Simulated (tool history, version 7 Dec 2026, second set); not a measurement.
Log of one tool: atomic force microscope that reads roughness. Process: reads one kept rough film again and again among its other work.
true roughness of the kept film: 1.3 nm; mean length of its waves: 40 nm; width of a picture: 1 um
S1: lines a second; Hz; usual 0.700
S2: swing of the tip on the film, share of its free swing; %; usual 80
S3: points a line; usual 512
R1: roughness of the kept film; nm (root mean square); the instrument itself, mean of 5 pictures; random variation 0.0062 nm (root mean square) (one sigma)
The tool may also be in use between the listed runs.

run	day	S1	S2	S3	R1
1	0.000	0.700	80	512	1.175
2	0.417	0.700	61	512	1.205
3	0.892	0.700	72	512	1.171
4	1.612	1.374	80	512	1.089
5	2.046	1.374	80	512	1.098
6	2.562	1.374	80	512	1.090
7	3.042	1.374	80	512	1.090
8	3.750	1.374	71	512	1.111
9	4.262	1.374	71	512	1.117
10	4.725	0.700	80	512	1.112
11	5.154	0.700	80	502	1.103
12	5.562	0.700	80	927	1.113
13	6.188	0.910	56	387	1.128
14	6.633	0.910	78	986	1.084
# day 6.846: new tip fitted
15	7.117	2.840	62	512	1.161
16	7.675	2.840	62	512	1.162
17	8.238	2.840	58	869	1.175
18	8.688	0.700	57	460	1.212
19	9.467	0.700	57	460	1.201
20	9.821	0.700	57	460	1.197
21	10.354	0.852	74	284	1.149
22	11.083	1.981	85	325	1.006

Forecast each of these 3 alternatives for the next run:
A	11.821	1.981	64	325	?
B	11.821	0.764	59	325	?
C	11.821	0.700	84	512	?

run	R1
A	1.123
B	1.155
C	1.110
Without the tool's hidden state the same runs would have given:
run	R1
A	1.194
B	1.228
C	1.180
